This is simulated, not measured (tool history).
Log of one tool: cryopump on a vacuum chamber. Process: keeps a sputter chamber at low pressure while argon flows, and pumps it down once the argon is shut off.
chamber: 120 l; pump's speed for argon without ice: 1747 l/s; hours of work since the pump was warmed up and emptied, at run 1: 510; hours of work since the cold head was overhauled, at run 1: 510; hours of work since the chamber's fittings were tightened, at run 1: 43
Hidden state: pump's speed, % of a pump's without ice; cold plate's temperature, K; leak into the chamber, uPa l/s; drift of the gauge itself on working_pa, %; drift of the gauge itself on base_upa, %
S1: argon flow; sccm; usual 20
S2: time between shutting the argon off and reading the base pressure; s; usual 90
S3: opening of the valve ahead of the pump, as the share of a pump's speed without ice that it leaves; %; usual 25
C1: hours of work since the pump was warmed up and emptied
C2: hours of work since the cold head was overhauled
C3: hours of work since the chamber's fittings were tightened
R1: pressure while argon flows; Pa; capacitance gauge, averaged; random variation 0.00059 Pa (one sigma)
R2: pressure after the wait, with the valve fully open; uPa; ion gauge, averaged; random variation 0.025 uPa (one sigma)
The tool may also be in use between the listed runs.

run	hour	S1	S2	S3	C1	C2	C3	R1	R2
1	0	20	90	25	510	510	43	0.0781	1.14
2	23.4	20	90	25	523	523	57	0.0785	1.17
3	54.4	15	90	25	541	541	75	0.0594	1.1
4	95.3	20	90	25	565	565	99	0.079	1.13
5	129.5	20	91	25	585	585	119	0.0772	1.1
6	164	20	90	19	605	605	139	0.1036	1.13
7	184.7	20	29	19	618	618	151	0.1042	2.97
8	224.4	20	90	25	641	641	174	0.0796	1.2
9	261.3	20	90	25	662	662	196	0.0782	1.16
10	301.8	20	90	25	686	686	219	0.0786	1.19
11	339.8	20	90	25	708	708	242	0.0793	1.18
12	357.2	20	90	25	718	718	252	0.0785	1.2
13	398.6	20	90	25	743	743	276	0.0784	1.21
14	440.6	20	90	25	767	767	301	0.0799	1.23
15	466	18	90	25	782	782	315	0.0714	1.23
16	489.8	18	90	25	796	796	329	0.0721	1.2
17	516.1	20	28	25	811	811	345	0.079	3.12
18	538.7	8	90	27	825	825	358	0.0289	1.26
19	566.4	20	72	25	841	841	374	0.08	1.47
20	586.1	39	41	59	852	852	386	0.068	2.29
21	606.1	39	41	59	864	864	397	0.0671	2.35
22	645.4	14	258	59	887	887	420	0.0248	0.68
23	671.7	10	231	25	902	902	436	0.0397	0.79
24	689.5	10	231	25	913	913	446	0.0393	0.75
25	715.2	10	20	36	928	928	461	0.0287	4.22
26	743.1	31	71	36	944	944	478	0.0863	1.55
27	784.5	13	25	40	968	968	502	0.0316	3.67
28	818	12	124	17	988	988	521	0.0711	1.09
29	839.6	16	44	43	1001	1001	534	0.0383	2.22
30	882	16	44	43	1026	1026	559	0.0378	2.26
31	923.9	16	44	60	1050	1050	583	0.0279	2.28
32	961.4	20	218	24	1072	1072	605	0.0835	0.85
33	979.1	10	58	24	1082	1082	616	0.0423	1.89
34	1018.5	10	58	24	1105	1105	639	0.0425	1.82

Hidden state or all else? Some run-to-run changes of R1, split into what the settings, what came in and random variation would give without the hidden state, and what is left for the hidden state (with any gauge scatter that isn't in both results):
Run 21 -> 22: S1 39 -> 14, S2 41 -> 258. R1 -0.0423 Pa: hidden state -0.0027, all else -0.0396.
Run 25 -> 26: S1 10 -> 31, S2 20 -> 71. R1 +0.0576 Pa: hidden state +0.0026, all else +0.055.
Run 26 -> 27: S1 31 -> 13, S2 71 -> 25, S3 36 -> 40. R1 -0.0547 Pa: hidden state -0.0022, all else -0.0525.
Run 31 -> 32: S1 16 -> 20, S2 44 -> 218, S3 60 -> 24. R1 +0.0556 Pa: hidden state +0.0006, all else +0.055.

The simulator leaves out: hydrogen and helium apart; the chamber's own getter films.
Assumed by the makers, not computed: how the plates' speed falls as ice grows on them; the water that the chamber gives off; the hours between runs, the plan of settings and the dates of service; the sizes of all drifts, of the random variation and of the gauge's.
